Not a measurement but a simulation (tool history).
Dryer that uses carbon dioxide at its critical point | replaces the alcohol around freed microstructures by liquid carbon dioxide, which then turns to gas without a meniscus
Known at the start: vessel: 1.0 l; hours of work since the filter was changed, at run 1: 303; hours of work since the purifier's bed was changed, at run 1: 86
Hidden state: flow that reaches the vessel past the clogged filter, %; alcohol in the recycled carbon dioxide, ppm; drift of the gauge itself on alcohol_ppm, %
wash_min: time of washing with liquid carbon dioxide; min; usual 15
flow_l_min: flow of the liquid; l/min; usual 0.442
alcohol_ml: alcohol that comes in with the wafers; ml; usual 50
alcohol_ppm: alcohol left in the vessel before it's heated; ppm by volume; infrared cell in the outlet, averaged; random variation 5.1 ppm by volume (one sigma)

run	hour	wash_min	flow_l_min	alcohol_ml	hours of work since the filter was changed	hours of work since the purifier's bed was changed	alcohol_ppm
1	0.0	15	0.442	50	303	86	132
2	35.7	15	0.442	50	331	114	140
3	71.9	15	0.442	50	359	142	162
4	93.3	15	0.442	50	376	159	165
# hour 141.8: inlet filter changed
5	141.8	15	0.442	50	0	196	129
6	167.6	15	0.442	50	20	217	132
7	216.5	15	0.442	50	58	255	152
8	254.5	15	0.442	50	88	284	147
9	290.6	15	0.442	50	116	313	166
10	318.1	15	0.276	50	138	334	1094
11	361.3	15	0.276	50	172	368	1096
12	405.9	15	0.276	50	207	403	1157
13	425.5	15	0.276	50	222	418	1178
14	465.9	15	0.276	50	253	450	1265
15	505.7	15	0.276	50	285	481	1278
16	551.8	10	0.442	50	321	517	1031
17	574.1	10	0.342	22	338	534	1137
# hour 588.0: purifier's bed changed
18	614.9	10	0.342	22	368	21	1046
19	638.1	10	0.342	22	386	39	1018
20	663.3	13	0.696	27	405	59	34
# hour 674.8: inlet filter changed
21	693.9	13	0.696	27	15	82	26
22	714.7	22	0.696	63	31	98	20
23	736.5	22	0.696	63	48	115	29
24	772.5	11	0.476	115	76	143	776
25	796.7	11	0.476	115	95	162	804
26	833.8	11	0.476	115	124	191	845
27	879.5	10	0.396	40	160	227	1000

Forecast each of these 5 alternatives for the next run:
A	909.0	15	0.362	82	183	250	?
B	909.0	9	0.393	23	183	250	?
C	909.0	10	0.328	33	183	250	?
D	909.0	10	0.482	40	183	250	?
E	909.0	14	0.494	26	183	250	?

run	alcohol_ppm
A	579
B	920
C	1612
D	504
E	106
Without the tool's hidden state the same runs would have given:
run	alcohol_ppm
A	410
B	737
C	1344
D	360
E	36
